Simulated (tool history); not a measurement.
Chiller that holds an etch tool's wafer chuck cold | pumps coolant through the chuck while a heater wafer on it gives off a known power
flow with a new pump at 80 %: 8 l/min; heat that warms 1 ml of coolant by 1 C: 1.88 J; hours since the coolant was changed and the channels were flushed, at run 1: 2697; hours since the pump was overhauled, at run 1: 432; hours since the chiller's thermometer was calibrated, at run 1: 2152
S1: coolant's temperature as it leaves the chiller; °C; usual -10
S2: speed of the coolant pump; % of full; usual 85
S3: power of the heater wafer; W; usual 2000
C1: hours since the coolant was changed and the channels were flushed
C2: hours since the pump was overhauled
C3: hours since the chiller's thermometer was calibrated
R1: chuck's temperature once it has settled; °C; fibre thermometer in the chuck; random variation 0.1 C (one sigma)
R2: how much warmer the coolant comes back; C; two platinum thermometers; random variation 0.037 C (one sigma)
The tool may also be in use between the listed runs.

| run | hour | S1 | S2 | S3 | C1 | C2 | C3 | R1 | R2 |
|---|---|---|---|---|---|---|---|---|---|
| 1 | 0 | -10 | 85 | 2000 | 2697 | 432 | 2152 | 12.4 | 7.49 |
| 2 | 166.7 | -10 | 85 | 2799 | 2864 | 599 | 2318 | 21.6 | 10.54 |
| 3 | 309.3 | -10 | 70 | 2000 | 3006 | 742 | 2461 | 16.9 | 9.36 |
| 4 | 427 | -10 | 70 | 2000 | 3124 | 859 | 2579 | 17 | 9.31 |
| 5 | 548.5 | -10 | 70 | 2000 | 3245 | 981 | 2700 | 17 | 9.29 |
| 6 | 702.8 | -10 | 70 | 2000 | 3400 | 1135 | 2855 | 17 | 9.36 |
| 7 | 829.8 | -10 | 85 | 2000 | 3527 | 1262 | 2982 | 12.6 | 7.55 |
| 8 | 918.1 | -10 | 85 | 2000 | 3615 | 1350 | 3070 | 13.1 | 7.54 |
| 9 | 1066.1 | -10 | 85 | 2000 | 3763 | 1498 | 3218 | 13.2 | 7.6 |
| 10 | 1191.6 | -10 | 85 | 2000 | 3889 | 1624 | 3343 | 13 | 7.61 |
| 11 | 1290.2 | -6 | 85 | 2000 | 3987 | 1722 | 3442 | 17.1 | 7.63 |
| 12 | 1399 | -10 | 72 | 2417 | 4096 | 1831 | 3551 | 22.7 | 11.06 |
|  | 1416.8 | chiller's thermometer calibrated |
| 13 | 1579.3 | -10 | 64 | 2000 | 4275 | 2011 | 162 | 19.9 | 10.52 |
| 14 | 1759.2 | -2 | 95 | 2729 | 4455 | 2190 | 342 | 26.9 | 9.2 |
| 15 | 1846.2 | -2 | 95 | 2729 | 4542 | 2278 | 429 | 27 | 9.22 |
|  | 1918.9 | chiller's thermometer calibrated, once more |
| 16 | 1967.9 | -2 | 95 | 2245 | 4663 | 2398 | 49 | 22.6 | 7.58 |
| 17 | 2080.6 | -2 | 95 | 2245 | 4775 | 2511 | 162 | 22.5 | 7.62 |
| 18 | 2223.4 | -2 | 65 | 2117 | 4918 | 2654 | 304 | 30.5 | 10.94 |
| 19 | 2351.1 | -18 | 85 | 2521 | 5046 | 2781 | 432 | 12.7 | 9.67 |

5 ways to go on from here, each from the tool as it stands after run 19. What would each give?
| A | 2486.2 | -3 | 80 | 1287 | 5181 | 2916 | 567 | ? | ? |
| B | 2486.2 | -12 | 80 | 1447 | 5181 | 2916 | 567 | ? | ? |
| C | 2486.2 | -11 | 89 | 2166 | 5181 | 2916 | 567 | ? | ? |
| D | 2486.2 | -18 | 85 | 2205 | 5181 | 2916 | 567 | ? | ? |
| E | 2486.2 | -2 | 85 | 1253 | 5181 | 2916 | 567 | ? | ? |

| run | R1 | R2 |
|---|---|---|
| A | 13.4 | 5.28 |
| B | 6.5 | 5.95 |
| C | 14.3 | 7.89 |
| D | 8.8 | 8.52 |
| E | 13.3 | 4.78 |
Without the tool's hidden state the same runs would have given:
| run | R1 | R2 |
|---|---|---|
| A | 11.3 | 5.11 |
| B | 4.1 | 5.76 |
| C | 10.9 | 7.63 |
| D | 5.2 | 8.24 |
| E | 11.3 | 4.62 |

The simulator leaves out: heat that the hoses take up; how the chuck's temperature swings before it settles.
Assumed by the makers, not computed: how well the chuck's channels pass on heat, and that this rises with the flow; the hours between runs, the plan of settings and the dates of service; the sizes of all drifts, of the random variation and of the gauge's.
